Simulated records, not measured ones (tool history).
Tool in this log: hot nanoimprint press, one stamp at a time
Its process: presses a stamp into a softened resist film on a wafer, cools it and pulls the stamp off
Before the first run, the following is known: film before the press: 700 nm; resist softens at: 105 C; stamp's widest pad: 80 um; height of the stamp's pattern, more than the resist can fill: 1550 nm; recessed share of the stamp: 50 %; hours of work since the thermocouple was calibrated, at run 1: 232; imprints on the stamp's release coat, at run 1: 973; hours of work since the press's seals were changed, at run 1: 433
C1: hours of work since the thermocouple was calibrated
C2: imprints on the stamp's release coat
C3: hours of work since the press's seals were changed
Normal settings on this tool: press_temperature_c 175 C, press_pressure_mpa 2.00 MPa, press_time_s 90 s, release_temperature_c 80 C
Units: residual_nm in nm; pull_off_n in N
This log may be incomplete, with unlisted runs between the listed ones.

run 1 hour=0.0 | press_temperature_c=175 press_pressure_mpa=2.00 press_time_s=90 release_temperature_c=80 | C1=232 C2=973 C3=433 | residual_nm=282.2 pull_off_n=117
run 2 hour=38.1 | press_temperature_c=175 press_pressure_mpa=2.00 press_time_s=90 release_temperature_c=80 | C1=257 C2=1053 C3=459 | residual_nm=282.4 pull_off_n=122
run 3 hour=72.3 | press_temperature_c=175 press_pressure_mpa=2.00 press_time_s=90 release_temperature_c=80 | C1=280 C2=1124 C3=481 | residual_nm=281.9 pull_off_n=121
run 4 hour=90.9 | press_temperature_c=175 press_pressure_mpa=2.00 press_time_s=90 release_temperature_c=80 | C1=292 C2=1163 C3=494 | residual_nm=277.2 pull_off_n=119
-- hour=123.3 stamp cleaned and given a new release coat
run 5 hour=135.9 | press_temperature_c=175 press_pressure_mpa=2.00 press_time_s=90 release_temperature_c=80 | C1=318 C2=26 C3=520 | residual_nm=278.1 pull_off_n=90
run 6 hour=169.1 | press_temperature_c=175 press_pressure_mpa=2.00 press_time_s=90 release_temperature_c=80 | C1=340 C2=96 C3=542 | residual_nm=276.9 pull_off_n=89
run 7 hour=208.5 | press_temperature_c=175 press_pressure_mpa=2.00 press_time_s=49 release_temperature_c=80 | C1=366 C2=178 C3=568 | residual_nm=347.1 pull_off_n=95
run 8 hour=232.2 | press_temperature_c=179 press_pressure_mpa=2.00 press_time_s=90 release_temperature_c=80 | C1=382 C2=227 C3=584 | residual_nm=214.9 pull_off_n=96
run 9 hour=272.9 | press_temperature_c=181 press_pressure_mpa=2.00 press_time_s=90 release_temperature_c=80 | C1=409 C2=312 C3=611 | residual_nm=188.2 pull_off_n=95
run 10 hour=304.1 | press_temperature_c=181 press_pressure_mpa=1.67 press_time_s=90 release_temperature_c=80 | C1=430 C2=377 C3=631 | residual_nm=204.3 pull_off_n=98
-- hour=315.1 plate thermocouple calibrated
run 11 hour=346.5 | press_temperature_c=175 press_pressure_mpa=2.52 press_time_s=90 release_temperature_c=85 | C1=21 C2=459 C3=658 | residual_nm=266.3 pull_off_n=95
-- hour=380.3 press's hydraulic seals changed and the load cell set to zero
run 12 hour=394.7 | press_temperature_c=175 press_pressure_mpa=2.52 press_time_s=90 release_temperature_c=85 | C1=48 C2=543 C3=10 | residual_nm=259.3 pull_off_n=99
run 13 hour=431.5 | press_temperature_c=177 press_pressure_mpa=2.00 press_time_s=81 release_temperature_c=80 | C1=72 C2=620 C3=34 | residual_nm=263.9 pull_off_n=111
run 14 hour=449.7 | press_temperature_c=177 press_pressure_mpa=2.00 press_time_s=52 release_temperature_c=80 | C1=84 C2=658 C3=46 | residual_nm=317.7 pull_off_n=106
run 15 hour=477.3 | press_temperature_c=177 press_pressure_mpa=2.34 press_time_s=63 release_temperature_c=80 | C1=102 C2=716 C3=64 | residual_nm=271.7 pull_off_n=112
run 16 hour=500.6 | press_temperature_c=177 press_pressure_mpa=2.34 press_time_s=63 release_temperature_c=80 | C1=118 C2=764 C3=80 | residual_nm=274.0 pull_off_n=112

Across each entry between runs, compare the hidden state at the last listed run before it with the hidden state at the first listed run after it:
Run 4 -> run 5: stamp cleaned and given a new release coat (hour 123.3)
  true temperature over the reading, C: 1.24 -> 1.36; pressure that arrives at the usual setting, %: 95.63 -> 95.4; grip of the stamp's worn release coat, % over a new coat's: 36.1 -> 0.8
  difference, measured minus the result without the unlogged condition, residual_nm: -15.5 -> -17.4 nm; pull_off_n: +30 -> -1 N
Run 10 -> run 11: plate thermocouple calibrated (hour 315.1)
  true temperature over the reading, C: 1.93 -> 0.34; pressure that arrives at the usual setting, %: 94.46 -> 94.25; grip of the stamp's worn release coat, % over a new coat's: 11.5 -> 14
  difference, measured minus the result without the unlogged condition, residual_nm: -19.5 -> +3.2 nm; pull_off_n: +8 -> +11 N
Run 11 -> run 12: press's hydraulic seals changed and the load cell set to zero (hour 380.3)
  true temperature over the reading, C: 0.34 -> 0.47; pressure that arrives at the usual setting, %: 94.25 -> 99.88; grip of the stamp's worn release coat, % over a new coat's: 14 -> 16.6
  difference, measured minus the result without the unlogged condition, residual_nm: +3.2 -> -7.4 nm; pull_off_n: +11 -> +14 N
